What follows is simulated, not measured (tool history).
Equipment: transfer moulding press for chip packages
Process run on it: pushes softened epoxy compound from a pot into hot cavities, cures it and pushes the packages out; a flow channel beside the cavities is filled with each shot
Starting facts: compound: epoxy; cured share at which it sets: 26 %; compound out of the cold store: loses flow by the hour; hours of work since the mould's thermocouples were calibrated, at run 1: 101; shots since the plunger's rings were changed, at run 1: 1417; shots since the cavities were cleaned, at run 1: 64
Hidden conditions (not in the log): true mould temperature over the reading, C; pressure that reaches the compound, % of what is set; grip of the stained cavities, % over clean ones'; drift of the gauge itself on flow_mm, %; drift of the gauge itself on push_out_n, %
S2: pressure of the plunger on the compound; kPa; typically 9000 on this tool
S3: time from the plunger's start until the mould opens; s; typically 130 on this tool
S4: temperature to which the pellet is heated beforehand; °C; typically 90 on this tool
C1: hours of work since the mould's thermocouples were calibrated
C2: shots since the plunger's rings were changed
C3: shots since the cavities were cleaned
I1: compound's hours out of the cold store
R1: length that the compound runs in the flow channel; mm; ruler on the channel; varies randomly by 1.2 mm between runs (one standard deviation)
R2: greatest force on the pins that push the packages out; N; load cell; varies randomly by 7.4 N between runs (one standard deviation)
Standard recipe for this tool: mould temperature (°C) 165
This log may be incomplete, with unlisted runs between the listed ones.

Run 1, hour 0.0: usual settings; C1 101; C2 1417; C3 64; I1 16.3. Result: R1 774 mm, R2 312 N.
Run 2, hour 9.4: usual settings; C1 106; C2 1493; C3 140; I1 24.1. Result: R1 734 mm, R2 322 N.
Run 3, hour 17.2: usual settings; C1 110; C2 1556; C3 203; I1 24.9. Result: R1 731 mm, R2 321 N.
Run 4, hour 25.3: usual settings but S3 156 s; C1 115; C2 1621; C3 268; I1 27.2. Result: R1 721 mm, R2 298 N.
Run 5, hour 30.4: usual settings but S3 156 s; C1 118; C2 1662; C3 309; I1 41.6. Result: R1 652 mm, R2 291 N.
Run 6, hour 40.0: usual settings but S3 156 s; C1 123; C2 1738; C3 385; I1 21.1. Result: R1 749 mm, R2 280 N.
Run 7, hour 47.0: usual settings but S3 156 s; C1 127; C2 1795; C3 442; I1 21.8. Result: R1 747 mm, R2 297 N.
Run 8, hour 55.8: usual settings but S3 156 s; C1 132; C2 1866; C3 513; I1 41.1. Result: R1 655 mm, R2 303 N.
Run 9, hour 60.6: usual settings but S3 156 s; C1 135; C2 1905; C3 552; I1 20.3. Result: R1 754 mm, R2 296 N.
Run 10, hour 65.8: usual settings but S2 9310 kPa, S3 134 s; C1 138; C2 1946; C3 593; I1 25.6. Result: R1 740 mm, R2 319 N.
Run 11, hour 71.7: usual settings but mould temperature (°C) 163, S2 7870 kPa, S3 154 s, S4 92 °C; C1 142; C2 1993; C3 640; I1 27.8. Result: R1 675 mm, R2 307 N.
Run 12, hour 80.1: usual settings but S4 93 °C; C1 146; C2 2061; C3 708; I1 31.9. Result: R1 698 mm, R2 310 N.
Run 13, hour 84.7: usual settings but mould temperature (°C) 170, S2 9270 kPa, S3 143 s, S4 82 °C; C1 149; C2 2098; C3 745; I1 31.2. Result: R1 696 mm, R2 288 N.
Run 14, hour 90.6: usual settings but S2 6900 kPa, S3 169 s; C1 152; C2 2145; C3 792; I1 16.5. Result: R1 679 mm, R2 284 N.
Run 15, hour 97.1: usual settings but S2 8550 kPa, S3 137 s, S4 84 °C; C1 156; C2 2198; C3 845; I1 22.0. Result: R1 728 mm, R2 316 N.
At hour 99.4: cavities cleaned with cleaning compound and waxed.
Run 16, hour 105.0: usual settings but mould temperature (°C) 161, S2 7830 kPa, S3 150 s; C1 160; C2 2248; C3 44; I1 46.3. Result: R1 602 mm, R2 309 N.
Run 17, hour 109.0: usual settings but mould temperature (°C) 159, S2 9080 kPa; C1 162; C2 2280; C3 76; I1 43.8. Result: R1 667 mm, R2 389 N.
Run 18, hour 114.4: usual settings but mould temperature (°C) 164, S2 9080 kPa; C1 165; C2 2324; C3 120; I1 25.3. Result: R1 736 mm, R2 322 N.

Hidden state at the last listed run before each entry between runs and at the first one after, where it differs:
After run 15, before run 16: cavities cleaned with cleaning compound and waxed (hour 99.4)
  grip of the stained cavities, % over clean ones': 1.4 -> 0.1

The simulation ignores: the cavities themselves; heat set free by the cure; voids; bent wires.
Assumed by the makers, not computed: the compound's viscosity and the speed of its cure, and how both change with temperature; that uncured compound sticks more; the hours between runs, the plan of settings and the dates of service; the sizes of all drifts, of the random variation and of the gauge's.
